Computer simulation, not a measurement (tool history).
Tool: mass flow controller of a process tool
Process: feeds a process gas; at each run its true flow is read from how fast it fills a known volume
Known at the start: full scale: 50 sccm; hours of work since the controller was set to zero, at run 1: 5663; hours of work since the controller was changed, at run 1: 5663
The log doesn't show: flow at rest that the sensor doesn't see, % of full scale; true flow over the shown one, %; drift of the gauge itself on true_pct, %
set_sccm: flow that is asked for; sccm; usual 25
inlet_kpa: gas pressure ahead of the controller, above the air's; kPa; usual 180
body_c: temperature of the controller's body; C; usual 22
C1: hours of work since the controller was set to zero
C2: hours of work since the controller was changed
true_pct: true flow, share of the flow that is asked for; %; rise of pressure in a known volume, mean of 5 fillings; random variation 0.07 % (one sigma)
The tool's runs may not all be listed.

{"run": 1, "hour": 0.0, "set_sccm": 25, "inlet_kpa": 180, "body_c": 22, "C1": 5663, "C2": 5663, "true_pct": 98.71}
{"run": 2, "hour": 112.6, "set_sccm": 25, "inlet_kpa": 180, "body_c": 22, "C1": 5746, "C2": 5746, "true_pct": 98.71}
{"run": 3, "hour": 259.5, "set_sccm": 25, "inlet_kpa": 180, "body_c": 22, "C1": 5854, "C2": 5854, "true_pct": 98.46}
{"run": 4, "hour": 392.2, "set_sccm": 25, "inlet_kpa": 180, "body_c": 22, "C1": 5952, "C2": 5952, "true_pct": 98.58}
{"run": 5, "hour": 538.8, "set_sccm": 25, "inlet_kpa": 180, "body_c": 22, "C1": 6060, "C2": 6060, "true_pct": 98.63}
{"run": 6, "hour": 655.8, "set_sccm": 6, "inlet_kpa": 180, "body_c": 22, "C1": 6146, "C2": 6146, "true_pct": 103.52}
{"run": 7, "hour": 824.7, "set_sccm": 6, "inlet_kpa": 180, "body_c": 22, "C1": 6271, "C2": 6271, "true_pct": 103.45}
{"run": 8, "hour": 974.3, "set_sccm": 6, "inlet_kpa": 180, "body_c": 22, "C1": 6381, "C2": 6381, "true_pct": 103.62}
{"run": 9, "hour": 1114.1, "set_sccm": 6, "inlet_kpa": 180, "body_c": 22, "C1": 6484, "C2": 6484, "true_pct": 103.72}
{"run": 10, "hour": 1212.0, "set_sccm": 6, "inlet_kpa": 249, "body_c": 22, "C1": 6556, "C2": 6556, "true_pct": 104.14}
{"run": 11, "hour": 1313.7, "set_sccm": 30, "inlet_kpa": 169, "body_c": 35, "C1": 6631, "C2": 6631, "true_pct": 97.53}
{"run": 12, "hour": 1401.1, "set_sccm": 19, "inlet_kpa": 151, "body_c": 23, "C1": 6695, "C2": 6695, "true_pct": 98.69}
{"hour": 1411.4, "done": "controller's zero set anew"}
{"run": 13, "hour": 1578.6, "set_sccm": 6, "inlet_kpa": 151, "body_c": 22, "C1": 123, "C2": 6825, "true_pct": 107.1}
{"run": 14, "hour": 1721.8, "set_sccm": 33, "inlet_kpa": 254, "body_c": 20, "C1": 228, "C2": 6931, "true_pct": 99.78}
{"run": 15, "hour": 1861.0, "set_sccm": 42, "inlet_kpa": 149, "body_c": 25, "C1": 331, "C2": 7033, "true_pct": 98.82}

The next listed run, before its measurement:
{"run": 16, "hour": 1957.2, "set_sccm": 11, "inlet_kpa": 182, "body_c": 26, "C1": 402, "C2": 7104, "true_pct": "?"}

true_pct: 102.03 %
Without the tool's hidden state the same run would have given true_pct 97.47 %.
